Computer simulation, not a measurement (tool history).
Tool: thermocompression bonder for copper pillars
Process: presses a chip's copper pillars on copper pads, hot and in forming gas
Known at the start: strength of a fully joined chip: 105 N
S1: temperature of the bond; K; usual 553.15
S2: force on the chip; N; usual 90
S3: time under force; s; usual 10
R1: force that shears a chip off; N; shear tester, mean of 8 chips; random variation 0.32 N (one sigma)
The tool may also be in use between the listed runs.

Run 1, day 0.000: usual settings. Result: R1 43.8 N.
Run 2, day 0.938: usual settings. Result: R1 44.7 N.
Run 3, day 1.929: usual settings. Result: R1 44.5 N.
Run 4, day 2.792: usual settings. Result: R1 44.2 N.
Run 5, day 3.488: usual settings but S3 14 s. Result: R1 50.4 N.
Run 6, day 4.308: usual settings but S3 14 s. Result: R1 50.6 N.
Run 7, day 5.404: usual settings but S3 14 s. Result: R1 50.0 N.
Run 8, day 6.688: usual settings but S2 56 N. Result: R1 31.1 N.
At day 6.812: forming gas filter changed.
Run 9, day 7.692: usual settings but S2 56 N. Result: R1 31.5 N.
Run 10, day 8.896: usual settings but S2 59 N. Result: R1 32.8 N.
Run 11, day 10.154: usual settings. Result: R1 44.0 N.
Run 12, day 11.171: usual settings. Result: R1 44.4 N.
Run 13, day 12.288: usual settings. Result: R1 44.4 N.
Run 14, day 13.529: usual settings. Result: R1 44.9 N.
Run 15, day 14.421: usual settings. Result: R1 44.4 N.
Run 16, day 15.658: usual settings. Result: R1 44.3 N.
At day 16.167: forming gas filter changed.
Run 17, day 16.479: usual settings but S3 14 s. Result: R1 50.5 N.
Run 18, day 17.054: usual settings but S3 14 s. Result: R1 50.4 N.
Run 19, day 18.012: usual settings but S1 537.15 K, S2 85 N, S3 5 s. Result: R1 25.7 N.
Run 20, day 18.646: usual settings but S1 537.15 K, S2 85 N, S3 5 s. Result: R1 26.1 N.
Run 21, day 19.208: usual settings but S1 537.15 K, S2 85 N, S3 5 s. Result: R1 25.8 N.
Run 22, day 19.967: usual settings but S1 537.15 K, S2 85 N, S3 5 s. Result: R1 26.2 N.
Run 23, day 21.075: usual settings but S1 537.15 K, S2 117 N, S3 23 s. Result: R1 59.3 N.
Run 24, day 21.767: usual settings but S1 550.15 K, S2 102 N, S3 13 s. Result: R1 51.3 N.
Run 25, day 22.521: usual settings but S1 550.15 K, S2 102 N, S3 13 s. Result: R1 51.2 N.
Run 26, day 23.321: usual settings but S1 550.15 K, S2 84 N, S3 13 s. Result: R1 45.1 N.
Run 27, day 24.462: usual settings but S1 550.15 K, S2 84 N, S3 13 s. Result: R1 44.9 N.
At day 25.471: forming gas filter changed.
Run 28, day 25.788: usual settings but S1 550.15 K, S2 84 N, S3 13 s. Result: R1 45.5 N.
Run 29, day 26.633: usual settings but S1 550.15 K, S2 84 N, S3 13 s. Result: R1 45.6 N.
Run 30, day 28.017: usual settings but S2 87 N, S3 15 s. Result: R1 50.7 N.
Run 31, day 29.338: usual settings but S2 111 N. Result: R1 50.8 N.
Run 32, day 30.517: usual settings but S2 111 N. Result: R1 51.0 N.
Run 33, day 31.758: usual settings but S1 555.15 K, S2 111 N, S3 18 s. Result: R1 63.5 N.
Run 34, day 32.996: usual settings but S2 134 N, S3 6 s. Result: R1 48.7 N.
Run 35, day 33.738: usual settings but S1 526.15 K, S2 110 N, S3 11 s. Result: R1 37.9 N.

Forecast each of these 4 alternatives for the next run:
Run A, day 34.488: usual settings but S1 526.15 K, S2 123 N, S3 11 s. Result: R1 ?.
Run B, day 34.488: usual settings but S2 110 N, S3 11 s. Result: R1 ?.
Run C, day 34.488: usual settings but S1 549.15 K, S2 68 N, S3 7 s. Result: R1 ?.
Run D, day 34.488: usual settings but S1 537.15 K, S2 65 N. Result: R1 ?.

run    R1
  A  40.9
  B  53.1
  C  29.5
  D  28.0
Without the tool's hidden state the same runs would have given:
run    R1
  A  40.9
  B  53.2
  C  29.5
  D  28.0
